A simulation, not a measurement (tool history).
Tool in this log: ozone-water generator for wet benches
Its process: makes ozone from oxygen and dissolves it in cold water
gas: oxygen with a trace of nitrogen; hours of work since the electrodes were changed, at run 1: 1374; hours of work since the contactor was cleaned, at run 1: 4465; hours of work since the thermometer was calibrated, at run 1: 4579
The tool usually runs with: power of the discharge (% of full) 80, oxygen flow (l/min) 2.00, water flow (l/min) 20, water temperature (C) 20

run   hour  power of the discharge (% of full)  oxygen flow (l/min)  water flow (l/min)  water temperature (C)  hours of work since the electrodes were changed  hours of work since the contactor was cleaned  hours of work since the thermometer was calibrated  dissolved ozone (ppm)  ozone in the gas ahead of the water (g/m3)
  1    0.0                                  80                 2.00                  20                     20                                             1374                                           4465                                                4579                   10.8                                       212.9
  2   80.4                                  77                 2.00                  20                     20                                             1423                                           4514                                                4629                   10.6                                       207.3
  3  212.6                                  80                 2.00                  20                     20                                             1504                                           4595                                                4710                   11.0                                       211.6
  4  284.2                                  80                 2.00                  20                     20                                             1548                                           4639                                                4754                   10.8                                       210.7
  5  365.9                                  80                 2.00                  20                     20                                             1598                                           4689                                                4804                   10.9                                       214.8
  6  499.2                                  80                 2.00                  20                     20                                             1680                                           4771                                                4886                   10.9                                       212.9
  7  633.4                                  80                 2.71                  20                     19                                             1763                                           4854                                                4968                   12.5                                       194.7
  8  745.9                                  80                 2.00                  25                     15                                             1832                                           4923                                                5037                    8.7                                       213.6
  9  872.8                                  80                 3.57                  24                     25                                             1910                                           5001                                                5115                   10.7                                       176.7
 10  935.5                                  80                 3.57                  24                     25                                             1948                                           5039                                                5154                   10.3                                       178.9

For run 11, what comes out?
 11  994.3                                  63                 3.57                  24                     14                                             1984                                           5075                                                5190                      ?                                           ?

Run 11 measured dissolved ozone (ppm) 9.7, ozone in the gas ahead of the water (g/m3) 147.6.
The same run, on a tool lacking any hidden state, would have yielded dissolved ozone (ppm) 9.7, ozone in the gas ahead of the water (g/m3) 145.8.
